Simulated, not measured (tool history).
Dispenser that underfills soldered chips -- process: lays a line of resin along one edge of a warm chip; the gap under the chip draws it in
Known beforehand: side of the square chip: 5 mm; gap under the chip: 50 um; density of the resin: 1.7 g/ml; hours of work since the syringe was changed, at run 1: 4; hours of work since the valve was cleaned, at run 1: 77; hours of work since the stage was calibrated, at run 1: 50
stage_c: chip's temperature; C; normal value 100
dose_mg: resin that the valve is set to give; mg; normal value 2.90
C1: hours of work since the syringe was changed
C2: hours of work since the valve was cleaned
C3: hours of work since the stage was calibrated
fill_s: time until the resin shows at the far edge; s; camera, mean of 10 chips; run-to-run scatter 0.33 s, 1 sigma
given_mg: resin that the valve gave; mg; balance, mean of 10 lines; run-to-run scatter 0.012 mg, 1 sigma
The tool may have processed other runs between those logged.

run 1 hour=0.0 | stage_c=100 dose_mg=2.90 | C1=4 C2=77 C3=50 | fill_s=16.8 given_mg=2.67
run 2 hour=7.6 | stage_c=93 dose_mg=2.90 | C1=10 C2=83 C3=56 | fill_s=28.3 given_mg=2.66
-- hour=8.3 new syringe of resin
-- hour=14.6 dispensing valve cleaned and set on the balance
run 3 hour=16.6 | stage_c=100 dose_mg=2.90 | C1=6 C2=2 C3=62 | fill_s=17.1 given_mg=2.85
run 4 hour=22.1 | stage_c=100 dose_mg=3.03 | C1=10 C2=6 C3=66 | fill_s=22.7 given_mg=3.00
-- hour=22.8 new syringe of resin
run 5 hour=27.2 | stage_c=100 dose_mg=3.03 | C1=3 C2=10 C3=70 | fill_s=15.4 given_mg=3.00
run 6 hour=32.4 | stage_c=100 dose_mg=3.03 | C1=7 C2=13 C3=74 | fill_s=20.3 given_mg=2.98
-- hour=36.5 new syringe of resin
run 7 hour=38.2 | stage_c=100 dose_mg=3.18 | C1=1 C2=18 C3=78 | fill_s=13.7 given_mg=3.09
run 8 hour=45.5 | stage_c=100 dose_mg=3.18 | C1=7 C2=23 C3=84 | fill_s=18.9 given_mg=3.09
run 9 hour=49.0 | stage_c=109 dose_mg=2.76 | C1=10 C2=26 C3=86 | fill_s=18.6 given_mg=2.67
-- hour=50.0 new syringe of resin
run 10 hour=54.2 | stage_c=109 dose_mg=2.76 | C1=3 C2=30 C3=90 | fill_s=12.3 given_mg=2.67
run 11 hour=60.5 | stage_c=109 dose_mg=2.76 | C1=8 C2=35 C3=95 | fill_s=16.7 given_mg=2.64
-- hour=63.4 new syringe of resin
run 12 hour=67.8 | stage_c=96 dose_mg=3.14 | C1=3 C2=40 C3=100 | fill_s=17.3 given_mg=3.00
run 13 hour=71.4 | stage_c=94 dose_mg=2.85 | C1=6 C2=43 C3=103 | fill_s=20.9 given_mg=2.71

Predict each of these 5 candidate next runs independently; none follows another, all start after run 13:
-- hour=77.2 new syringe of resin
run A hour=79.3 | stage_c=88 dose_mg=2.57 | C1=2 C2=49 C3=109 | fill_s=? given_mg=?
-- hour=77.2 new syringe of resin
run B hour=79.3 | stage_c=89 dose_mg=2.85 | C1=2 C2=49 C3=109 | fill_s=? given_mg=?
-- hour=77.2 new syringe of resin
run C hour=79.3 | stage_c=108 dose_mg=3.66 | C1=2 C2=49 C3=109 | fill_s=? given_mg=?
-- hour=77.2 new syringe of resin
run D hour=79.3 | stage_c=87 dose_mg=2.61 | C1=2 C2=49 C3=109 | fill_s=? given_mg=?
-- hour=77.2 new syringe of resin
run E hour=79.3 | stage_c=98 dose_mg=2.63 | C1=2 C2=49 C3=109 | fill_s=? given_mg=?

run=A fill_s=20.4 given_mg=2.43
run=B fill_s=18.7 given_mg=2.71
run=C fill_s=11.1 given_mg=3.47
run=D fill_s=21.1 given_mg=2.47
run=E fill_s=15.6 given_mg=2.49
Had the tool no hidden state, the same runs would have come out as:
run=A fill_s=18.3 given_mg=2.57
run=B fill_s=16.9 given_mg=2.86
run=C fill_s=10.2 given_mg=3.66
run=D fill_s=19.0 given_mg=2.61
run=E fill_s=14.1 given_mg=2.63

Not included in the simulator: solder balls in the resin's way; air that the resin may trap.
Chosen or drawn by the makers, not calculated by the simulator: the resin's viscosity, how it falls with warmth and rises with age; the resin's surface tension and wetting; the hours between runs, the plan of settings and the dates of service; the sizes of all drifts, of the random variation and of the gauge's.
